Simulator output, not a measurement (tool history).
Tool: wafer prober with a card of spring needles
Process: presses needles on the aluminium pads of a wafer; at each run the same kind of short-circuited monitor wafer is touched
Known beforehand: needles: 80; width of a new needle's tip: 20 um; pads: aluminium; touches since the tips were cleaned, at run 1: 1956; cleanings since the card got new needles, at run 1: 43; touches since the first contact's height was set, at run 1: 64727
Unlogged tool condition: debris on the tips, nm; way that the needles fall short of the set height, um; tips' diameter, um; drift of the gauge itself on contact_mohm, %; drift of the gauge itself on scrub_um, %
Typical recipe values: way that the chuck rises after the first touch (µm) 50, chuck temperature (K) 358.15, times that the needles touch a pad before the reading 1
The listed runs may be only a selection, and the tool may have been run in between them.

| run | hour | way that the chuck rises after the first touch (µm) | chuck temperature (K) | times that the needles touch a pad before the reading | touches since the tips were cleaned | cleanings since the card got new needles | touches since the first contact's height was set | resistance of one needle with its contact and lead (mohm) | way that a needle slides on the pad (µm) |
|---|---|---|---|---|---|---|---|---|---|
| 1 | 0.0 | 50 | 358.15 | 1 | 1956 | 43 | 64727 | 614 | 7.78 |
|  | 10.3 | tips cleaned on abrasive film |
|  | 27.3 | tips cleaned on abrasive film |
|  | 44.0 | tips cleaned on abrasive film |
| 2 | 52.5 | 50 | 358.15 | 1 | 4354 | 46 | 91532 | 829 | 7.75 |
|  | 59.0 | tips cleaned on abrasive film |
|  | 76.0 | tips cleaned on abrasive film |
|  | 93.0 | tips cleaned on abrasive film |
|  | 106.7 | tips cleaned on abrasive film |
| 3 | 110.1 | 50 | 358.15 | 1 | 1758 | 50 | 120930 | 662 | 7.72 |
|  | 123.2 | tips cleaned on abrasive film |
|  | 140.3 | tips cleaned on abrasive film |
|  | 154.2 | height of the first contact set anew |
|  | 157.7 | tips cleaned on abrasive film |
|  | 174.6 | tips cleaned on abrasive film |
| 4 | 177.1 | 50 | 358.15 | 1 | 1287 | 54 | 11698 | 479 | 7.92 |
|  | 190.8 | tips cleaned on abrasive film |
|  | 206.0 | tips cleaned on abrasive film |
| 5 | 206.0 | 46 | 358.15 | 1 | 0 | 56 | 26413 | 292 | 7.26 |
|  | 222.6 | tips cleaned on abrasive film |
|  | 238.1 | tips cleaned on abrasive film |
| 6 | 241.2 | 50 | 358.15 | 1 | 1583 | 58 | 44399 | 524 | 7.81 |
|  | 254.9 | tips cleaned on abrasive film |
|  | 270.3 | tips cleaned on abrasive film |
|  | 286.8 | tips cleaned on abrasive film |
|  | 300.4 | tips cleaned on abrasive film |
| 7 | 306.9 | 50 | 358.15 | 1 | 3332 | 62 | 77966 | 729 | 7.79 |
|  | 317.2 | tips cleaned on abrasive film |
|  | 330.9 | tips cleaned on abrasive film |
|  | 347.6 | tips cleaned on abrasive film |
| 8 | 347.6 | 50 | 358.15 | 1 | 0 | 65 | 98712 | 278 | 7.71 |
|  | 361.3 | tips cleaned on abrasive film |
|  | 378.3 | tips cleaned on abrasive film |
|  | 392.0 | tips cleaned on abrasive film |
|  | 407.6 | tips cleaned on abrasive film |
| 9 | 412.1 | 50 | 358.15 | 1 | 2319 | 69 | 131671 | 682 | 7.69 |
|  | 422.4 | tips cleaned on abrasive film |
|  | 432.9 | height of the first contact set anew |
|  | 439.8 | tips cleaned on abrasive film |
|  | 454.9 | tips cleaned on abrasive film |
| 10 | 454.9 | 50 | 358.15 | 1 | 0 | 72 | 11185 | 255 | 7.93 |
|  | 471.4 | tips cleaned on abrasive film |
|  | 488.0 | tips cleaned on abrasive film |
| 11 | 496.7 | 50 | 358.15 | 1 | 4467 | 74 | 32585 | 841 | 7.92 |
|  | 503.6 | tips cleaned on abrasive film |
|  | 520.7 | tips cleaned on abrasive film |
|  | 537.3 | tips cleaned on abrasive film |
|  | 552.7 | tips cleaned on abrasive film |
| 12 | 558.6 | 50 | 358.15 | 2 | 3050 | 78 | 64179 | 543 | 7.82 |
|  | 568.4 | tips cleaned on abrasive film |
|  | 584.5 | tips cleaned on abrasive film |
|  | 601.3 | tips cleaned on abrasive film |
| 13 | 610.4 | 50 | 358.15 | 2 | 4690 | 81 | 90646 | 633 | 7.80 |
|  | 617.3 | tips cleaned on abrasive film |
|  | 631.0 | tips cleaned on abrasive film |
| 14 | 640.4 | 50 | 358.15 | 2 | 4857 | 83 | 105964 | 653 | 7.76 |
|  | 647.3 | tips cleaned on abrasive film |
|  | 663.2 | tips cleaned on abrasive film |
|  | 676.9 | tips cleaned on abrasive film |
|  | 690.6 | tips cleaned on abrasive film |
| 15 | 693.6 | 61 | 331.15 | 1 | 1548 | 87 | 133069 | 501 | 9.43 |
|  | 707.3 | tips cleaned on abrasive film |
|  | 714.3 | height of the first contact set anew |
|  | 724.3 | tips cleaned on abrasive film |
|  | 740.7 | tips cleaned on abrasive film |
| 16 | 746.0 | 61 | 310.15 | 1 | 2712 | 90 | 16151 | 592 | 9.68 |
|  | 756.3 | tips cleaned on abrasive film |
|  | 773.3 | tips cleaned on abrasive film |
| 17 | 784.5 | 33 | 358.15 | 1 | 5756 | 92 | 35857 | 2029 | 5.14 |
|  | 788.0 | tips cleaned on abrasive film |
|  | 804.6 | tips cleaned on abrasive film |
|  | 821.6 | tips cleaned on abrasive film |
|  | 838.7 | tips cleaned on abrasive film |
| 18 | 840.5 | 33 | 358.15 | 1 | 950 | 96 | 64434 | 975 | 5.13 |
|  | 853.7 | tips cleaned on abrasive film |
|  | 870.5 | tips cleaned on abrasive film |
| 19 | 884.1 | 50 | 311.15 | 1 | 6949 | 98 | 86693 | 1121 | 7.79 |
|  | 887.6 | tips cleaned on abrasive film |
|  | 904.6 | tips cleaned on abrasive film |
| 20 | 916.0 | 65 | 312.15 | 1 | 5822 | 100 | 102976 | 716 | 10.15 |
|  | 919.4 | tips cleaned on abrasive film |
|  | 936.5 | tips cleaned on abrasive film |
|  | 953.1 | tips cleaned on abrasive film |
|  | 967.0 | tips cleaned on abrasive film |
| 21 | 967.0 | 65 | 312.15 | 1 | 0 | 104 | 129004 | 221 | 10.11 |
|  | 983.8 | tips cleaned on abrasive film |
|  | 994.3 | height of the first contact set anew |
|  | 1001.2 | tips cleaned on abrasive film |
|  | 1014.9 | tips cleaned on abrasive film |
| 22 | 1016.9 | 33 | 312.15 | 2 | 1029 | 107 | 11491 | 653 | 5.24 |
|  | 1030.2 | tips cleaned on abrasive film |
|  | 1046.3 | tips cleaned on abrasive film |
| 23 | 1046.9 | 38 | 300.15 | 1 | 322 | 109 | 26825 | 444 | 5.98 |
|  | 1060.6 | tips cleaned on abrasive film |
|  | 1076.5 | tips cleaned on abrasive film |
|  | 1093.5 | tips cleaned on abrasive film |
| 24 | 1097.8 | 50 | 324.15 | 1 | 2176 | 112 | 52789 | 795 | 7.84 |
|  | 1107.7 | tips cleaned on abrasive film |
|  | 1123.9 | tips cleaned on abrasive film |
| 25 | 1137.0 | 44 | 313.15 | 1 | 6771 | 114 | 72867 | 1402 | 6.87 |
|  | 1140.5 | tips cleaned on abrasive film |
|  | 1157.6 | tips cleaned on abrasive film |
|  | 1173.5 | tips cleaned on abrasive film |
| 26 | 1173.5 | 44 | 313.15 | 1 | 0 | 117 | 91475 | 277 | 6.82 |

Branching from run 26: 4 alternative next runs. What would each branch give?
|  | 1187.2 | tips cleaned on abrasive film |
|  | 1200.9 | tips cleaned on abrasive film |
|  | 1217.5 | tips cleaned on abrasive film |
|  | 1231.2 | tips cleaned on abrasive film |
| A | 1232.1 | 44 | 303.15 | 1 | 472 | 121 | 121339 | ? | ? |
|  | 1187.2 | tips cleaned on abrasive film |
|  | 1200.9 | tips cleaned on abrasive film |
|  | 1217.5 | tips cleaned on abrasive film |
|  | 1231.2 | tips cleaned on abrasive film |
| B | 1232.1 | 50 | 358.15 | 2 | 472 | 121 | 121339 | ? | ? |
|  | 1187.2 | tips cleaned on abrasive film |
|  | 1200.9 | tips cleaned on abrasive film |
|  | 1217.5 | tips cleaned on abrasive film |
|  | 1231.2 | tips cleaned on abrasive film |
| C | 1232.1 | 50 | 358.15 | 1 | 472 | 121 | 121339 | ? | ? |
|  | 1187.2 | tips cleaned on abrasive film |
|  | 1200.9 | tips cleaned on abrasive film |
|  | 1217.5 | tips cleaned on abrasive film |
|  | 1231.2 | tips cleaned on abrasive film |
| D | 1232.1 | 51 | 312.15 | 2 | 472 | 121 | 121339 | ? | ? |

| run | resistance of one needle with its contact and lead (mohm) | way that a needle slides on the pad (µm) |
|---|---|---|
| A | 531 | 6.80 |
| B | 346 | 7.70 |
| C | 436 | 7.73 |
| D | 336 | 7.83 |
With no hidden state in the tool, these same runs would have given:
| run | resistance of one needle with its contact and lead (mohm) | way that a needle slides on the pad (µm) |
|---|---|---|
| A | 188 | 7.07 |
| B | 196 | 7.96 |
| C | 194 | 7.99 |
| D | 183 | 8.09 |
